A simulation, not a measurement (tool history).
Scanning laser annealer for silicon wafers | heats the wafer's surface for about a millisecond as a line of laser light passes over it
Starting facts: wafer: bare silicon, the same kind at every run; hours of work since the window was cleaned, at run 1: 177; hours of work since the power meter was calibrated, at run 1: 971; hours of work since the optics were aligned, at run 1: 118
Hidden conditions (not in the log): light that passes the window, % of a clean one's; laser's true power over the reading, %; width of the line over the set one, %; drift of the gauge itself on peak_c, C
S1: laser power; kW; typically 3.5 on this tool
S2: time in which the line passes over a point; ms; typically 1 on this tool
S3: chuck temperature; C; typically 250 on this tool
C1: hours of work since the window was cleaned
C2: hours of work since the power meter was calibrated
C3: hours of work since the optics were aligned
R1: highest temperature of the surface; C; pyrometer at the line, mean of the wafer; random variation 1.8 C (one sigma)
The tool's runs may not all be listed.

run,hour,S1,S2,S3,C1,C2,C3,R1
1,0,3.5,1,250,177,971,118,1051
2,52.7,3.5,1,250,205,999,145,1051
3,75.4,3.5,1,250,217,1011,157,1047
4,107.6,3.5,1,250,233,1028,174,1048
5,140.3,3.5,1,250,250,1045,191,1047
6,187.8,3.5,1,250,275,1069,216,1046
7,227,3.5,1,250,296,1090,236,1044
8,267.6,3.191,1,250,317,1111,257,974
9,305.5,3.191,1,250,337,1131,277,971
10,356.4,3.191,1,250,363,1157,304,967
11,406,3.716,0.91,274,389,1183,330,1072
12,438.4,3.45,1,273,406,1200,346,1047
13,475.1,3.795,1,243,425,1219,366,1097
14,515.6,3.795,1,243,446,1241,387,1092
15,543.6,3.191,0.88,263,461,1255,401,930
16,586.6,3.153,1,250,484,1278,424,953
17,620.2,3.153,1,250,501,1295,441,953

5 options for the next run, each taken on its own from the tool as it stands now. Forecast them:
A,656.4,3.256,1,250,520,1314,460,?
B,656.4,3.153,1.23,250,520,1314,460,?
C,656.4,3.154,1,250,520,1314,460,?
D,656.4,3.235,0.76,257,520,1314,460,?
E,656.4,3.5,0.79,217,520,1314,460,?

run,R1
A,973
B,1023
C,954
D,886
E,911
Had the tool no hidden state, the same runs would have come out as:
run,R1
A,1012
B,1064
C,991
D,920
E,947
